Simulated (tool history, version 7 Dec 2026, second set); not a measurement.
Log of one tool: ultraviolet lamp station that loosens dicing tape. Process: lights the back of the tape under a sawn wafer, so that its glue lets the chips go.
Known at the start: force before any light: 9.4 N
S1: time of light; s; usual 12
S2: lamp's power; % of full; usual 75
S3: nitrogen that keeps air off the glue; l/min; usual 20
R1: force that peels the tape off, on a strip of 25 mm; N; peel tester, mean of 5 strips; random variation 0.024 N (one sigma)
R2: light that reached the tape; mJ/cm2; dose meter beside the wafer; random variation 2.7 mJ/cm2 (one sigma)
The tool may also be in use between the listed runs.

run	hour	S1	S2	S3	R1	R2
1	0.0	12	75	20	1.206	372
2	37.5	12	67	20	1.506	332
3	102.8	12	67	20	1.451	335
4	161.7	12	67	20	1.440	339
5	203.9	12	67	20	1.459	338
6	241.6	12	67	20	1.477	334
7	320.0	18	75	20	0.561	557
8	392.4	12	75	20	1.211	377
9	427.1	12	75	20	1.200	373
10	462.8	9	72	17	2.178	268
11	539.4	9	72	17	2.327	272
12	585.5	9	72	17	2.265	271
13	636.4	23	75	23	0.341	722
# hour 661.6: window cleaned of glue's vapour
14	681.4	22	96	36	0.248	874

Forecast run 15:
15	744.2	22	96	36	?	?

{"run 15": {"R1": 0.26, "R2": 877}}
Without the tool's hidden state the same run would have given R1 0.260 N, R2 878 mJ/cm2.
